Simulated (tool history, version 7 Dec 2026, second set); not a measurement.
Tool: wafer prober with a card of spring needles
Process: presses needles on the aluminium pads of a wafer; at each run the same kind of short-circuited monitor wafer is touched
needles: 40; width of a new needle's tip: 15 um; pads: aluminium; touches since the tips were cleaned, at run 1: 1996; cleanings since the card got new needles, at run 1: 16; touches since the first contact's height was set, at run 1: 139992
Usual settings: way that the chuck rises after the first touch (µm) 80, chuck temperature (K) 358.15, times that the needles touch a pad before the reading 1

run,hour,way that the chuck rises after the first touch (µm),chuck temperature (K),times that the needles touch a pad before the reading,touches since the tips were cleaned,cleanings since the card got new needles,touches since the first contact's height was set,resistance of one needle with its contact and lead (mohm),way that a needle slides on the pad (µm)
1,0,80,358.15,1,1996,16,139992,108,19.35
# hour 9.3: tips cleaned on abrasive film
# hour 23.5: tips cleaned on abrasive film
2,29.8,80,319.15,1,3564,18,156823,107,19.34
# hour 38.3: tips cleaned on abrasive film
# hour 51.4: tips cleaned on abrasive film
# hour 64.7: tips cleaned on abrasive film
3,70,80,319.15,1,3030,21,179505,107,19.37
# hour 77.8: tips cleaned on abrasive film
# hour 91.4: tips cleaned on abrasive film
# hour 105.8: tips cleaned on abrasive film
4,110.1,80,319.15,1,2481,24,202107,105,19.31
# hour 118.2: tips cleaned on abrasive film
# hour 131.6: tips cleaned on abrasive film
# hour 144.5: tips cleaned on abrasive film
5,149.6,80,326.15,1,2920,27,224385,106,19.33
# hour 158.3: tips cleaned on abrasive film
# hour 172.1: tips cleaned on abrasive film
# hour 172.4: height of the first contact set anew
6,177.9,80,325.15,1,3139,29,3139,106,19.34
# hour 186: tips cleaned on abrasive film
7,195.8,80,358.15,1,5591,30,13231,109,19.35
# hour 199: tips cleaned on abrasive film
# hour 212.6: tips cleaned on abrasive film
8,224.4,80,321.15,1,6673,32,29359,105,19.35
# hour 227.6: tips cleaned on abrasive film
# hour 241.8: tips cleaned on abrasive film
# hour 256.1: tips cleaned on abrasive film
9,259.3,68,358.15,1,1816,35,49047,108,16.5
# hour 268.7: tips cleaned on abrasive film
# hour 283.2: tips cleaned on abrasive film
# hour 297.5: tips cleaned on abrasive film
10,297.5,80,358.15,1,0,38,70549,108,19.35
# hour 310: tips cleaned on abrasive film
# hour 322.7: tips cleaned on abrasive film
11,334.8,80,356.15,1,6904,40,91655,109,19.37
# hour 338: tips cleaned on abrasive film
# hour 351.1: tips cleaned on abrasive film
# hour 364.6: tips cleaned on abrasive film
12,376.7,80,356.15,1,6865,43,115285,109,19.28
# hour 379.9: tips cleaned on abrasive film
# hour 394.2: tips cleaned on abrasive film
13,398.9,73,383.15,1,2709,45,127794,114,17.6
# hour 407.8: tips cleaned on abrasive film
# hour 421.4: tips cleaned on abrasive film
14,422.6,73,383.15,1,663,47,141110,114,17.67
# hour 434.2: tips cleaned on abrasive film
15,445.8,83,303.15,2,6596,48,154281,104,20.09
# hour 447.9: tips cleaned on abrasive film
# hour 460.4: tips cleaned on abrasive film
# hour 474.4: tips cleaned on abrasive film
16,474.4,97,299.15,1,0,51,170325,100,23.44
# hour 489.5: tips cleaned on abrasive film
17,497.1,80,334.15,2,4324,52,183192,108,19.33
# hour 502.5: tips cleaned on abrasive film
# hour 515.7: tips cleaned on abrasive film
18,520.2,80,334.15,2,2586,54,196214,106,19.35
# hour 528.7: tips cleaned on abrasive film
19,539.1,80,334.15,2,5890,55,206872,107,19.33
# hour 541.2: tips cleaned on abrasive film
# hour 554.4: tips cleaned on abrasive film
# hour 567.6: tips cleaned on abrasive film
20,567.6,98,305.15,1,0,58,222915,103,23.7
# hour 581.2: tips cleaned on abrasive film
# hour 593.1: height of the first contact set anew
# hour 596.3: tips cleaned on abrasive film
21,602.8,98,305.15,1,3729,60,5476,102,23.74
# hour 610: tips cleaned on abrasive film
# hour 624.8: tips cleaned on abrasive film
22,624.8,94,305.15,1,0,62,17862,102,22.77
# hour 637.5: tips cleaned on abrasive film
# hour 651.4: tips cleaned on abrasive film
# hour 664.1: tips cleaned on abrasive film
23,667.5,69,302.15,2,1957,65,41933,101,16.69

3 ways to go on from here, each from the tool as it stands after run 23. What would each give?
# hour 678: tips cleaned on abrasive film
# hour 691.7: tips cleaned on abrasive film
A,699.6,80,376.15,1,4471,67,60051,?,?
# hour 678: tips cleaned on abrasive film
# hour 691.7: tips cleaned on abrasive film
B,699.6,73,319.15,2,4471,67,60051,?,?
# hour 678: tips cleaned on abrasive film
# hour 691.7: tips cleaned on abrasive film
C,699.6,78,311.15,2,4471,67,60051,?,?

run,resistance of one needle with its contact and lead (mohm),way that a needle slides on the pad (µm)
A,112,19.34
B,106,17.67
C,104,18.86
Without the tool's hidden state the same runs would have given:
run,resistance of one needle with its contact and lead (mohm),way that a needle slides on the pad (µm)
A,112,19.35
B,105,17.68
C,104,18.87

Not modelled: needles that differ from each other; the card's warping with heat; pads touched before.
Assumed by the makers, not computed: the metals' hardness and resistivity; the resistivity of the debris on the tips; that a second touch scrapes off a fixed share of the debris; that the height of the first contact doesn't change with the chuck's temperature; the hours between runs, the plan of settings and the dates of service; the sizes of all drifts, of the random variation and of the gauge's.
